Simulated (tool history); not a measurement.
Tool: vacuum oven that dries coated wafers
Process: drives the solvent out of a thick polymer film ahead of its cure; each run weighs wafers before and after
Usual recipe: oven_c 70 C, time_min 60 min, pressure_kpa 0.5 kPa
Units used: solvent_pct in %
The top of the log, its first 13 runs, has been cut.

| run | hour | oven_c | time_min | pressure_kpa | solvent_pct |
|---|---|---|---|---|---|
| 14 | 403.1 | 70 | 60 | 0.5 | 2.32 |
| 15 | 424.3 | 70 | 60 | 0.5 | 2.35 |
| 16 | 446.7 | 70 | 60 | 0.5 | 2.36 |
| 17 | 489.2 | 70 | 60 | 0.5 | 2.29 |
| 18 | 520.3 | 70 | 60 | 0.5 | 2.43 |
| 19 | 551.3 | 70 | 60 | 0.5 | 2.39 |
| 20 | 588.7 | 70 | 60 | 0.5 | 2.32 |
| 21 | 616.7 | 70 | 60 | 0.5 | 2.36 |
| 22 | 649.3 | 70 | 60 | 0.5 | 2.33 |
| 23 | 669.9 | 70 | 60 | 0.5 | 2.23 |
| 24 | 691.6 | 70 | 60 | 0.5 | 2.25 |
| 25 | 725.4 | 69 | 60 | 0.876 | 2.76 |
| 26 | 767.7 | 56 | 73 | 1.38 | 7.62 |
| 27 | 799.3 | 80 | 41 | 0.306 | 0.84 |
| 28 | 820 | 73 | 66 | 0.342 | 1.07 |
| 29 | 861.7 | 70 | 73 | 0.715 | 1.73 |
| 30 | 883.7 | 70 | 73 | 0.715 | 1.71 |
|  | 901.4 | vacuum gauge cleaned of residue and calibrated |
| 31 | 924.6 | 70 | 74 | 0.541 | 1.71 |
| 32 | 951.4 | 65 | 60 | 1.174 | 4.6 |
| 33 | 984.5 | 56 | 43 | 1.174 | 9.9 |
| 34 | 1010.5 | 59 | 69 | 0.538 | 6.17 |
| 35 | 1050.9 | 59 | 69 | 0.538 | 6.21 |

Predict the results of run 36:
| 36 | 1083.2 | 56 | 78 | 0.453 | ? |

Run 36 yielded solvent_pct 6.93 %.
Take away the tool's hidden state, keep the run-to-run variation as it was, and the same run would have given solvent_pct 6.95 %.
